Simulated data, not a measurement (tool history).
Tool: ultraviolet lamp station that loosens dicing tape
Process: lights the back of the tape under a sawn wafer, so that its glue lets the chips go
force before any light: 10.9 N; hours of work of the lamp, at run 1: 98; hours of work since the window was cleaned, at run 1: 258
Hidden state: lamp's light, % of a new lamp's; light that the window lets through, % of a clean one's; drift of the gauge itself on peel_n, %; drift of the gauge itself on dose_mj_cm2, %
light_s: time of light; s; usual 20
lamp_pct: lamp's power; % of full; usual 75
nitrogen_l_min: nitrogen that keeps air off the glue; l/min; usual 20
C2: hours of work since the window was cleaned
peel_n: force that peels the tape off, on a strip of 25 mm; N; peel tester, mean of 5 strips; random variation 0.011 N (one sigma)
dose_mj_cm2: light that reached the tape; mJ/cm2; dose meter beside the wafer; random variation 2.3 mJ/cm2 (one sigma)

{"run": 1, "hour": 0.0, "light_s": 20, "lamp_pct": 75, "nitrogen_l_min": 20, "hours of work of the lamp": 98, "C2": 258, "peel_n": 0.601, "dose_mj_cm2": 226}
{"run": 2, "hour": 51.5, "light_s": 18, "lamp_pct": 75, "nitrogen_l_min": 20, "hours of work of the lamp": 120, "C2": 280, "peel_n": 0.838, "dose_mj_cm2": 195}
{"run": 3, "hour": 99.6, "light_s": 20, "lamp_pct": 75, "nitrogen_l_min": 20, "hours of work of the lamp": 140, "C2": 301, "peel_n": 0.655, "dose_mj_cm2": 217}
{"run": 4, "hour": 121.9, "light_s": 20, "lamp_pct": 75, "nitrogen_l_min": 20, "hours of work of the lamp": 150, "C2": 311, "peel_n": 0.66, "dose_mj_cm2": 218}
{"run": 5, "hour": 148.6, "light_s": 20, "lamp_pct": 75, "nitrogen_l_min": 20, "hours of work of the lamp": 161, "C2": 322, "peel_n": 0.67, "dose_mj_cm2": 216}
{"run": 6, "hour": 177.1, "light_s": 20, "lamp_pct": 75, "nitrogen_l_min": 20, "hours of work of the lamp": 174, "C2": 334, "peel_n": 0.684, "dose_mj_cm2": 214}
{"run": 7, "hour": 210.4, "light_s": 20, "lamp_pct": 87, "nitrogen_l_min": 20, "hours of work of the lamp": 188, "C2": 349, "peel_n": 0.465, "dose_mj_cm2": 241}
{"run": 8, "hour": 247.3, "light_s": 31, "lamp_pct": 87, "nitrogen_l_min": 20, "hours of work of the lamp": 204, "C2": 364, "peel_n": 0.185, "dose_mj_cm2": 381}
{"run": 9, "hour": 286.3, "light_s": 33, "lamp_pct": 87, "nitrogen_l_min": 20, "hours of work of the lamp": 220, "C2": 381, "peel_n": 0.163, "dose_mj_cm2": 401}
{"hour": 321.1, "done": "window cleaned of glue's vapour"}
{"run": 10, "hour": 324.9, "light_s": 10, "lamp_pct": 87, "nitrogen_l_min": 20, "hours of work of the lamp": 237, "C2": 2, "peel_n": 1.87, "dose_mj_cm2": 129}
{"run": 11, "hour": 351.4, "light_s": 10, "lamp_pct": 87, "nitrogen_l_min": 20, "hours of work of the lamp": 248, "C2": 13, "peel_n": 1.866, "dose_mj_cm2": 122}
{"run": 12, "hour": 399.5, "light_s": 20, "lamp_pct": 75, "nitrogen_l_min": 20, "hours of work of the lamp": 269, "C2": 34, "peel_n": 0.603, "dose_mj_cm2": 227}
{"run": 13, "hour": 426.4, "light_s": 20, "lamp_pct": 63, "nitrogen_l_min": 20, "hours of work of the lamp": 280, "C2": 45, "peel_n": 0.944, "dose_mj_cm2": 183}
{"run": 14, "hour": 468.2, "light_s": 20, "lamp_pct": 75, "nitrogen_l_min": 20, "hours of work of the lamp": 298, "C2": 63, "peel_n": 0.638, "dose_mj_cm2": 217}
{"run": 15, "hour": 504.6, "light_s": 20, "lamp_pct": 75, "nitrogen_l_min": 18, "hours of work of the lamp": 314, "C2": 79, "peel_n": 0.713, "dose_mj_cm2": 219}
{"run": 16, "hour": 527.3, "light_s": 20, "lamp_pct": 75, "nitrogen_l_min": 18, "hours of work of the lamp": 324, "C2": 88, "peel_n": 0.742, "dose_mj_cm2": 215}
{"run": 17, "hour": 554.2, "light_s": 20, "lamp_pct": 75, "nitrogen_l_min": 18, "hours of work of the lamp": 335, "C2": 100, "peel_n": 0.723, "dose_mj_cm2": 217}
{"run": 18, "hour": 596.6, "light_s": 20, "lamp_pct": 79, "nitrogen_l_min": 20, "hours of work of the lamp": 353, "C2": 118, "peel_n": 0.603, "dose_mj_cm2": 225}
{"run": 19, "hour": 621.0, "light_s": 20, "lamp_pct": 75, "nitrogen_l_min": 10, "hours of work of the lamp": 364, "C2": 129, "peel_n": 1.325, "dose_mj_cm2": 210}
{"run": 20, "hour": 671.9, "light_s": 20, "lamp_pct": 75, "nitrogen_l_min": 10, "hours of work of the lamp": 386, "C2": 150, "peel_n": 1.38, "dose_mj_cm2": 210}
{"run": 21, "hour": 709.4, "light_s": 20, "lamp_pct": 75, "nitrogen_l_min": 10, "hours of work of the lamp": 402, "C2": 166, "peel_n": 1.399, "dose_mj_cm2": 208}
{"run": 22, "hour": 742.0, "light_s": 24, "lamp_pct": 75, "nitrogen_l_min": 20, "hours of work of the lamp": 416, "C2": 180, "peel_n": 0.473, "dose_mj_cm2": 248}
{"run": 23, "hour": 782.4, "light_s": 21, "lamp_pct": 63, "nitrogen_l_min": 8, "hours of work of the lamp": 433, "C2": 198, "peel_n": 2.112, "dose_mj_cm2": 182}
{"run": 24, "hour": 820.5, "light_s": 20, "lamp_pct": 75, "nitrogen_l_min": 20, "hours of work of the lamp": 449, "C2": 214, "peel_n": 0.745, "dose_mj_cm2": 204}
{"run": 25, "hour": 860.6, "light_s": 20, "lamp_pct": 75, "nitrogen_l_min": 20, "hours of work of the lamp": 466, "C2": 231, "peel_n": 0.752, "dose_mj_cm2": 203}
{"run": 26, "hour": 894.0, "light_s": 11, "lamp_pct": 69, "nitrogen_l_min": 20, "hours of work of the lamp": 481, "C2": 246, "peel_n": 2.77, "dose_mj_cm2": 101}
{"run": 27, "hour": 918.1, "light_s": 14, "lamp_pct": 75, "nitrogen_l_min": 14, "hours of work of the lamp": 491, "C2": 256, "peel_n": 2.058, "dose_mj_cm2": 143}
{"run": 28, "hour": 960.7, "light_s": 14, "lamp_pct": 75, "nitrogen_l_min": 14, "hours of work of the lamp": 509, "C2": 274, "peel_n": 2.138, "dose_mj_cm2": 140}
{"run": 29, "hour": 993.6, "light_s": 20, "lamp_pct": 90, "nitrogen_l_min": 20, "hours of work of the lamp": 524, "C2": 288, "peel_n": 0.513, "dose_mj_cm2": 237}
{"run": 30, "hour": 1030.2, "light_s": 14, "lamp_pct": 94, "nitrogen_l_min": 19, "hours of work of the lamp": 539, "C2": 304, "peel_n": 1.129, "dose_mj_cm2": 171}
{"run": 31, "hour": 1068.4, "light_s": 26, "lamp_pct": 94, "nitrogen_l_min": 19, "hours of work of the lamp": 556, "C2": 320, "peel_n": 0.262, "dose_mj_cm2": 319}
{"run": 32, "hour": 1096.2, "light_s": 11, "lamp_pct": 62, "nitrogen_l_min": 19, "hours of work of the lamp": 567, "C2": 332, "peel_n": 3.293, "dose_mj_cm2": 87}
{"run": 33, "hour": 1142.2, "light_s": 11, "lamp_pct": 62, "nitrogen_l_min": 19, "hours of work of the lamp": 587, "C2": 352, "peel_n": 3.274, "dose_mj_cm2": 88}
{"run": 34, "hour": 1170.9, "light_s": 23, "lamp_pct": 73, "nitrogen_l_min": 9, "hours of work of the lamp": 600, "C2": 364, "peel_n": 1.417, "dose_mj_cm2": 212}
{"run": 35, "hour": 1219.0, "light_s": 11, "lamp_pct": 75, "nitrogen_l_min": 6, "hours of work of the lamp": 620, "C2": 385, "peel_n": 4.586, "dose_mj_cm2": 103}
{"hour": 1243.2, "done": "window cleaned of glue's vapour"}
{"run": 36, "hour": 1270.9, "light_s": 11, "lamp_pct": 69, "nitrogen_l_min": 35, "hours of work of the lamp": 642, "C2": 12, "peel_n": 1.929, "dose_mj_cm2": 107}
{"run": 37, "hour": 1308.8, "light_s": 20, "lamp_pct": 92, "nitrogen_l_min": 13, "hours of work of the lamp": 658, "C2": 28, "peel_n": 0.733, "dose_mj_cm2": 246}
{"run": 38, "hour": 1354.3, "light_s": 11, "lamp_pct": 65, "nitrogen_l_min": 13, "hours of work of the lamp": 678, "C2": 48, "peel_n": 3.665, "dose_mj_cm2": 94}
{"run": 39, "hour": 1383.2, "light_s": 11, "lamp_pct": 98, "nitrogen_l_min": 20, "hours of work of the lamp": 690, "C2": 60, "peel_n": 1.547, "dose_mj_cm2": 143}
{"run": 40, "hour": 1406.3, "light_s": 28, "lamp_pct": 94, "nitrogen_l_min": 32, "hours of work of the lamp": 700, "C2": 70, "peel_n": 0.151, "dose_mj_cm2": 349}
{"run": 41, "hour": 1436.7, "light_s": 24, "lamp_pct": 94, "nitrogen_l_min": 9, "hours of work of the lamp": 713, "C2": 83, "peel_n": 0.671, "dose_mj_cm2": 299}
{"run": 42, "hour": 1466.2, "light_s": 23, "lamp_pct": 73, "nitrogen_l_min": 8, "hours of work of the lamp": 726, "C2": 96, "peel_n": 1.437, "dose_mj_cm2": 222}

Forecast each of these 4 alternatives for the next run:
{"run": "A", "hour": 1510.9, "light_s": 15, "lamp_pct": 69, "nitrogen_l_min": 8, "hours of work of the lamp": 745, "C2": 115, "peel_n": "?", "dose_mj_cm2": "?"}
{"run": "B", "hour": 1510.9, "light_s": 24, "lamp_pct": 75, "nitrogen_l_min": 20, "hours of work of the lamp": 745, "C2": 115, "peel_n": "?", "dose_mj_cm2": "?"}
{"run": "C", "hour": 1510.9, "light_s": 20, "lamp_pct": 75, "nitrogen_l_min": 33, "hours of work of the lamp": 745, "C2": 115, "peel_n": "?", "dose_mj_cm2": "?"}
{"run": "D", "hour": 1510.9, "light_s": 27, "lamp_pct": 70, "nitrogen_l_min": 30, "hours of work of the lamp": 745, "C2": 115, "peel_n": "?", "dose_mj_cm2": "?"}

run=A peel_n=3.14 dose_mj_cm2=137
run=B peel_n=0.532 dose_mj_cm2=234
run=C peel_n=0.493 dose_mj_cm2=195
run=D peel_n=0.301 dose_mj_cm2=247
Without the tool's hidden state the same runs would have given:
run=A peel_n=2.42 dose_mj_cm2=166
run=B peel_n=0.324 dose_mj_cm2=284
run=C peel_n=0.298 dose_mj_cm2=237
run=D peel_n=0.193 dose_mj_cm2=300
